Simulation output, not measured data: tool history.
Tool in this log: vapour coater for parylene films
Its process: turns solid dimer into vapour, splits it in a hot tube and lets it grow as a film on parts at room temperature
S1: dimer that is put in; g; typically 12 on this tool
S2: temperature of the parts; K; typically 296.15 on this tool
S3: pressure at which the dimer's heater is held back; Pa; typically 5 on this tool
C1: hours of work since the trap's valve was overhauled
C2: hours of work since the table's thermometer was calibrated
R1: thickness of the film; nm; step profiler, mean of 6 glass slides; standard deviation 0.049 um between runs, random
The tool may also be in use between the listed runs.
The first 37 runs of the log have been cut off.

Run 38, hour 1261.4: usual settings but S1 9 g, S2 294.15 K, S3 2.85 Pa; C1 157; C2 38. Result: R1 6760 nm.
Run 39, hour 1308.5: usual settings but S1 8 g, S3 8.58 Pa; C1 190; C2 70. Result: R1 4190 nm.
Run 40, hour 1355.8: usual settings but S2 300.15 K; C1 223; C2 103. Result: R1 6020 nm.
Run 41, hour 1401.8: usual settings but S1 14 g, S2 288.15 K, S3 3.18 Pa; C1 255; C2 135. Result: R1 12800 nm.
Run 42, hour 1446.3: usual settings but S3 3.95 Pa; C1 285; C2 166. Result: R1 7440 nm.
Run 43, hour 1466.3: usual settings but S1 6 g, S2 303.15 K, S3 6.4 Pa; C1 299; C2 180. Result: R1 2510 nm.
Run 44, hour 1501.8: usual settings but S1 6 g, S2 303.15 K, S3 6.4 Pa; C1 324; C2 204. Result: R1 2480 nm.
Run 45, hour 1536.2: usual settings but S1 11 g, S3 2.61 Pa; C1 347; C2 228. Result: R1 7450 nm.
Run 46, hour 1569: usual settings but S1 16 g, S2 293.15 K, S3 5.5 Pa; C1 370; C2 251. Result: R1 10340 nm.

Forecast each of these 4 alternatives for the next run:
Run A, hour 1599.2: usual settings but S1 16 g, S2 299.15 K, S3 2.14 Pa; C1 391; C2 271. Result: R1 ?.
Run B, hour 1599.2: usual settings but S1 6 g, S2 294.15 K, S3 5.5 Pa; C1 391; C2 271. Result: R1 ?.
Run C, hour 1599.2: usual settings but S1 17 g, S2 291.15 K; C1 391; C2 271. Result: R1 ?.
Run D, hour 1599.2: usual settings but S1 18 g; C1 391; C2 271. Result: R1 ?.

run     R1
  A   9990
  B   3650
  C  12020
  D  10260
Stripped of hidden state, with their random variation kept, the same runs would have yielded:
run     R1
  A  10930
  B   3990
  C  13150
  D  11220

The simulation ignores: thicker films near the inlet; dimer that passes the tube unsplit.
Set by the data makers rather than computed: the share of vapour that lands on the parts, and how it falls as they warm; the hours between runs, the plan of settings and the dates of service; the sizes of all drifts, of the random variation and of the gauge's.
